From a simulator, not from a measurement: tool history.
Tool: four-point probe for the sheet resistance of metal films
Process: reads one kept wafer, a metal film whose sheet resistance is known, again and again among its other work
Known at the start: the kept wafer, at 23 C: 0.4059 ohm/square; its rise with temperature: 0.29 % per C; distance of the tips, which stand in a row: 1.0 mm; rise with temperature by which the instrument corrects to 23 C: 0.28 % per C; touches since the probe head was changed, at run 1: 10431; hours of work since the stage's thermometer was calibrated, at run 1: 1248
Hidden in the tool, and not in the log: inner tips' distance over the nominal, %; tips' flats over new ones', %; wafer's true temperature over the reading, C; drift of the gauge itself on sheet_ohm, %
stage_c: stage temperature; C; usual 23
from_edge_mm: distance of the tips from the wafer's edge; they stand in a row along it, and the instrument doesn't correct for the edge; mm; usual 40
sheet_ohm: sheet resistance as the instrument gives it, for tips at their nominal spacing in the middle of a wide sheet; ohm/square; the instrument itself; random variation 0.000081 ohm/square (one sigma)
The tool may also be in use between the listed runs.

| run | day | stage_c | from_edge_mm | touches since the probe head was changed | hours of work since the stage's thermometer was calibrated | sheet_ohm |
|---|---|---|---|---|---|---|
| 1 | 0.000 | 23 | 40 | 10431 | 1248 | 0.405614 |
| 2 | 0.617 | 23 | 40 | 10901 | 1258 | 0.405442 |
| 3 | 1.021 | 23 | 40 | 11207 | 1265 | 0.405474 |
| 4 | 1.533 | 23 | 40 | 11595 | 1273 | 0.405458 |
|  | 1.675 | stage's thermometer calibrated |
| 5 | 2.012 | 23 | 40 | 11945 | 6 | 0.405292 |
| 6 | 2.812 | 23 | 40 | 12551 | 19 | 0.405493 |
| 7 | 3.421 | 23 | 74 | 13016 | 29 | 0.405148 |
| 8 | 4.171 | 23 | 16 | 13584 | 41 | 0.405955 |
| 9 | 4.692 | 27 | 40 | 13982 | 49 | 0.405456 |
|  | 4.929 | stage's thermometer calibrated, once more |
| 10 | 5.471 | 23 | 40 | 14557 | 9 | 0.405434 |
| 11 | 6.317 | 23 | 40 | 15200 | 23 | 0.405421 |
| 12 | 6.946 | 23 | 40 | 15676 | 33 | 0.405393 |
| 13 | 7.354 | 23 | 40 | 15986 | 40 | 0.405406 |
| 14 | 8.188 | 23 | 40 | 16620 | 53 | 0.405359 |
| 15 | 9.029 | 23 | 40 | 17260 | 67 | 0.405312 |
| 16 | 9.662 | 23 | 19 | 17741 | 77 | 0.405819 |
| 17 | 10.596 | 23 | 19 | 18450 | 93 | 0.405645 |
| 18 | 11.188 | 23 | 19 | 18900 | 102 | 0.405529 |
| 19 | 12.012 | 23 | 19 | 19529 | 116 | 0.405701 |
| 20 | 12.933 | 23 | 19 | 20226 | 131 | 0.405631 |
| 21 | 13.533 | 23 | 19 | 20684 | 141 | 0.405714 |
| 22 | 14.308 | 23 | 19 | 21273 | 153 | 0.405611 |
| 23 | 15.025 | 23 | 19 | 21816 | 165 | 0.405783 |
| 24 | 15.696 | 28 | 31 | 22326 | 176 | 0.405459 |
| 25 | 16.129 | 21 | 56 | 22656 | 183 | 0.404915 |
| 26 | 16.529 | 32 | 16 | 22962 | 190 | 0.406399 |
| 27 | 16.925 | 21 | 51 | 23262 | 196 | 0.405023 |
| 28 | 17.362 | 28 | 63 | 23594 | 203 | 0.405345 |
| 29 | 17.979 | 28 | 63 | 24062 | 214 | 0.405109 |
| 30 | 18.621 | 25 | 4 | 24550 | 224 | 0.418226 |
| 31 | 19.183 | 33 | 29 | 24978 | 233 | 0.405601 |
| 32 | 19.762 | 24 | 5 | 25418 | 243 | 0.413289 |
| 33 | 20.642 | 25 | 51 | 26087 | 257 | 0.404845 |
| 34 | 21.138 | 28 | 67 | 26461 | 265 | 0.405197 |
| 35 | 21.633 | 20 | 18 | 26840 | 273 | 0.405387 |
| 36 | 22.046 | 22 | 7 | 27153 | 280 | 0.409243 |
| 37 | 22.738 | 20 | 9 | 27678 | 291 | 0.407381 |
| 38 | 23.317 | 30 | 40 | 28119 | 301 | 0.405303 |
| 39 | 23.742 | 21 | 4 | 28443 | 308 | 0.417951 |
| 40 | 24.379 | 21 | 4 | 28925 | 318 | 0.417869 |
| 41 | 24.921 | 29 | 9 | 29338 | 327 | 0.407644 |
| 42 | 25.342 | 19 | 23 | 29657 | 334 | 0.404797 |
| 43 | 26.054 | 19 | 23 | 30200 | 346 | 0.404889 |
| 44 | 26.446 | 18 | 25 | 30497 | 352 | 0.404809 |
| 45 | 27.279 | 23 | 14 | 31130 | 366 | 0.405840 |

4 ways to go on from here, each from the tool as it stands after run 45. What would each give?
| A | 28.158 | 27 | 10 | 31798 | 380 | ? |
| B | 28.158 | 23 | 27 | 31798 | 380 | ? |
| C | 28.158 | 27 | 7 | 31798 | 380 | ? |
| D | 28.158 | 26 | 4 | 31798 | 380 | ? |

| run | sheet_ohm |
|---|---|
| A | 0.407076 |
| B | 0.405061 |
| C | 0.409133 |
| D | 0.417888 |
Without the tool's hidden state the same runs would have given:
| run | sheet_ohm |
|---|---|
| A | 0.408400 |
| B | 0.406379 |
| C | 0.410463 |
| D | 0.419244 |
